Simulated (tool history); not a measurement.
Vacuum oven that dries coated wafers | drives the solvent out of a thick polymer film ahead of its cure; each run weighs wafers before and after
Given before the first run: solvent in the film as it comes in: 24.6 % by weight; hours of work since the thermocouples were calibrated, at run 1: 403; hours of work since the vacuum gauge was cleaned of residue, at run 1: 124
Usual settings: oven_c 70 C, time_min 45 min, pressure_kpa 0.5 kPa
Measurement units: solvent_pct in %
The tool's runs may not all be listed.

run	day	oven_c	time_min	pressure_kpa	hours of work since the thermocouples were calibrated	hours of work since the vacuum gauge was cleaned of residue	solvent_pct
1	0	70	45	0.5	403	124	2.94
2	0.358	75	45	0.5	407	128	1.61
3	1	70	45	0.485	414	135	2.9
4	1.504	68	45	0.5	420	140	3.59
5	1.904	68	45	0.5	424	144	3.58
6	2.346	70	45	0.5	429	149	2.91
7	2.825	70	45	0.5	434	155	2.89
8	3.367	70	45	0.5	440	160	2.93
9	3.833	70	39	1.122	445	166	3.88
10	4.3	65	30	0.709	450	171	7.64
11	4.95	70	41	1.691	457	178	3.63
12	5.442	72	23	1.691	463	183	6.79
13	5.733	70	32	1.226	466	186	5.18

Alternative continuations, all from the tool just after run 13; predict every row:
A	6.017	85	32	1.226	469	189	?
B	6.017	76	67	0.337	469	189	?
C	6.017	70	71	1.888	469	189	?

run	solvent_pct
A	1.03
B	0.4
C	1.26
With the hidden condition removed and each run's random variation left untouched, the same runs would have given:
run	solvent_pct
A	1.04
B	0.4
C	1.26

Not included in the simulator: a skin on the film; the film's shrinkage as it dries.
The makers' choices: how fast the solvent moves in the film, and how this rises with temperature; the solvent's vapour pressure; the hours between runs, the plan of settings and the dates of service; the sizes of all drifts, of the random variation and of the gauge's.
